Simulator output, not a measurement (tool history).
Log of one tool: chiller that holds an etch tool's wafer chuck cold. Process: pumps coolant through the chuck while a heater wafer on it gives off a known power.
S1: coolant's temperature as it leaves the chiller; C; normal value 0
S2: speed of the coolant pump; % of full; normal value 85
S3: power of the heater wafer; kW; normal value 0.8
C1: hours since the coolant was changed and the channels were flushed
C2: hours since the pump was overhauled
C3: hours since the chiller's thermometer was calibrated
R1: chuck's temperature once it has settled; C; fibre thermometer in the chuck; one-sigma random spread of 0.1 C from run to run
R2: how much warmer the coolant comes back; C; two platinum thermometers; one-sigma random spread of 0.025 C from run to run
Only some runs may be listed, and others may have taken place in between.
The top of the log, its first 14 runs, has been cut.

Run 15, hour 481.6: usual settings but S3 0.44 kW; C1 3605; C2 1159; C3 575. Result: R1 3.9 C, R2 1.81 C.
Run 16, hour 504.8: usual settings but S3 0.845 kW; C1 3628; C2 1182; C3 598. Result: R1 7.5 C, R2 3.39 C.
Run 17, hour 532: usual settings but S1 -8 C, S2 90 % of full, S3 0.76 kW; C1 3655; C2 1210; C3 625. Result: R1 -1.7 C, R2 2.92 C.
Run 18, hour 566: usual settings but S1 -8 C, S2 90 % of full, S3 0.76 kW; C1 3689; C2 1244; C3 659. Result: R1 -1.5 C, R2 2.84 C.
Run 19, hour 612.5: usual settings but S1 -8 C, S2 90 % of full, S3 0.76 kW; C1 3736; C2 1290; C3 706. Result: R1 -1.5 C, R2 2.88 C.
Run 20, hour 635.7: usual settings but S1 8 C; C1 3759; C2 1313; C3 729. Result: R1 15.5 C, R2 3.27 C.
Run 21, hour 673.7: usual settings but S3 0.914 kW; C1 3797; C2 1351; C3 767. Result: R1 8.3 C, R2 3.7 C.
Run 22, hour 709.6: usual settings but S1 10 C, S3 0.458 kW; C1 3833; C2 1387; C3 803. Result: R1 14.1 C, R2 1.85 C.
Run 23, hour 740.8: usual settings but S1 10 C, S3 0.458 kW; C1 3864; C2 1418; C3 834. Result: R1 14.2 C, R2 1.83 C.
Run 24, hour 791: usual settings but S1 -8 C, S2 90 % of full, S3 0.507 kW; C1 3914; C2 1469; C3 884. Result: R1 -3.5 C, R2 1.95 C.
Run 25, hour 816.9: usual settings but S1 2 C, S2 64 % of full, S3 0.564 kW; C1 3940; C2 1495; C3 910. Result: R1 8.7 C, R2 3.09 C.
Run 26, hour 854.5: usual settings but S2 92 % of full; C1 3978; C2 1532; C3 948. Result: R1 6.8 C, R2 2.95 C.
Run 27, hour 885.1: usual settings but S1 -4 C, S2 74 % of full; C1 4008; C2 1563; C3 978. Result: R1 4.4 C, R2 3.76 C.
Run 28, hour 931.8: usual settings but S1 3 C, S2 64 % of full, S3 0.497 kW; C1 4055; C2 1609; C3 1025. Result: R1 8.9 C, R2 2.74 C.
Run 29, hour 954.3: usual settings but S1 -3 C, S2 78 % of full, S3 0.798 kW; C1 4077; C2 1632; C3 1047. Result: R1 5 C, R2 3.58 C.
Run 30, hour 996.9: usual settings but S1 -3 C, S2 80 % of full, S3 0.798 kW; C1 4120; C2 1674; C3 1090. Result: R1 4.8 C, R2 3.44 C.
Run 31, hour 1037.2: usual settings but S1 -7 C, S2 80 % of full, S3 0.463 kW; C1 4160; C2 1715; C3 1130. Result: R1 -2.5 C, R2 1.97 C.
Run 32, hour 1071.3: usual settings but S1 9 C, S2 80 % of full, S3 0.974 kW; C1 4194; C2 1749; C3 1164. Result: R1 18.5 C, R2 4.17 C.

3 ways to go on from here, each from the tool as it stands after run 32. What would each give?
Run A, hour 1094.1: usual settings but S1 -3 C, S3 1.036 kW; C1 4217; C2 1772; C3 1187. Result: R1 ?, R2 ?.
Run B, hour 1094.1: usual settings but S1 -6 C, S2 79 % of full, S3 0.558 kW; C1 4217; C2 1772; C3 1187. Result: R1 ?, R2 ?.
Run C, hour 1094.1: usual settings but S1 -4 C, S2 61 % of full, S3 0.586 kW; C1 4217; C2 1772; C3 1187. Result: R1 ?, R2 ?.

run    R1    R2
  A   6.6  4.16
  B  -0.7  2.46
  C   3.4  3.39
Without the tool's unlogged condition, the same runs would have read:
run    R1    R2
  A   5.8  4.11
  B  -1.2  2.43
  C   2.7  3.35
